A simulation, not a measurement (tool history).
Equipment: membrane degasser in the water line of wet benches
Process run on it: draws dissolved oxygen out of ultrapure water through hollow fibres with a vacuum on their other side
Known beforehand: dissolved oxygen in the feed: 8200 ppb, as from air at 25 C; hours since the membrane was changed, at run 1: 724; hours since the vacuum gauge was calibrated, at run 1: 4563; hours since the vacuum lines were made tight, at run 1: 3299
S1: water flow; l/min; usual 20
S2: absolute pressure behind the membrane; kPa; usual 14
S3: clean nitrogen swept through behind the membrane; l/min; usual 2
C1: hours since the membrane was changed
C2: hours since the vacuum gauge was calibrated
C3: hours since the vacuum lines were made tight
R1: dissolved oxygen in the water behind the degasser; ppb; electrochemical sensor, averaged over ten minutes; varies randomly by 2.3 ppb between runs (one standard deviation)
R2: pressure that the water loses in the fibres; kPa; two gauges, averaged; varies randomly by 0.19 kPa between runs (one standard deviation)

run,hour,S1,S2,S3,C1,C2,C3,R1,R2
1,0,20,14,2,724,4563,3299,271.2,38.27
2,88.7,20,14,2,812,4652,3388,273,38.4
3,164,20,14,2.92,888,4727,3463,198.1,38.33
4,210.2,20,14,2.92,934,4773,3510,194.5,37.83
5,291,20,14,2,1015,4854,3590,269.1,38.04
6,353.8,20,14,2,1078,4917,3653,270.1,38.24
7,408.4,20,14,2,1132,4971,3708,268.5,37.99
8,451.3,24,14,2,1175,5014,3751,329.1,45.59
9,540.7,25,14,2,1264,5104,3840,334.8,47.64
10,630.3,25,14,1.45,1354,5193,3930,438.5,48
11,700.9,25,14,1.45,1425,5264,4000,436.4,47.89
12,755.9,25,14,1.45,1480,5319,4055,431.8,47.41
13,826.7,25,14,1.45,1550,5390,4126,440.4,48.29
14,882.6,25,14,1.45,1606,5446,4182,449.8,47.87
15,958.4,25,14,1.45,1682,5521,4258,446.3,47.95
16,1011.4,25,14,0.82,1735,5574,4311,686,48.42
17,1065.7,25,14,0.82,1789,5629,4365,687.3,48.22
# hour 1072.4: vacuum gauge calibrated
18,1154.5,12,10.2,0.82,1878,82,4453,252.6,22.88
19,1243,20,9.8,0.87,1966,171,4542,360.5,38.31
20,1283.6,28,28.3,2,2007,211,4582,797,53.9
21,1368.3,28,28.3,2,2092,296,4667,783.1,53.31
22,1447.1,29,14,5.93,2170,375,4746,172.7,55.73
# hour 1490.1: seals of the vacuum lines changed
23,1492.5,20,25.9,1.6,2214,418,2,630.5,38.5
24,1560.7,25,24.7,2.76,2282,486,71,474.8,48.51
# hour 1621.6: vacuum gauge calibrated, once more
25,1634,15,14,1.15,2355,12,143,323.2,28.99
26,1721.1,20,8.8,4.77,2442,99,230,72.7,38.99
27,1805.6,20,9,2.28,2526,184,315,135.3,38.46
28,1872.4,20,9,2.28,2593,251,382,135.4,38.73
29,1958.5,20,9,2.28,2679,337,468,137.1,38.9
30,2042.6,25,27.5,3.31,2763,421,552,442.8,48.4
31,2119.3,25,27.5,4.5,2840,498,629,348.8,48.37
32,2206.8,25,27.5,4.5,2928,585,716,344.1,48.46

Measured minus without-hidden-state, run by run (identical run-to-run variation in each term; gauge scatter may differ):
The tool's hidden condition here consists of: membrane still open, %; true pressure behind the membrane over the reading, kPa; air that leaks in behind the membrane, l/min; drift of the gauge itself on oxygen_ppb, %; drift of the gauge itself on loss_of_pressure_kpa, %.
run,R1,R2
1,+8.7,+0.22
2,+9,+0.24
3,+7.1,+0.26
4,+7,+0.27
5,+9.4,+0.29
6,+9.7,+0.32
7,+9.7,+0.33
8,+11,+0.42
9,+11.2,+0.47
10,+14,+0.5
11,+14.2,+0.53
12,+14.2,+0.54
13,+14.7,+0.57
14,+15.3,+0.59
15,+15.4,+0.62
16,+19.5,+0.64
17,+19.7,+0.66
18,+20,+0.33
19,+24.6,+0.57
20,+23.2,+0.81
21,+23.2,+0.85
22,+10.3,+0.91
23,+11.7,+0.64
24,+10.7,+0.83
25,+2.6,+0.51
26,+2.3,+0.71
27,+3.2,+0.73
28,+3.3,+0.75
29,+3.6,+0.78
30,+4.9,+1
31,+4.8,+1.03
32,+5,+1.06
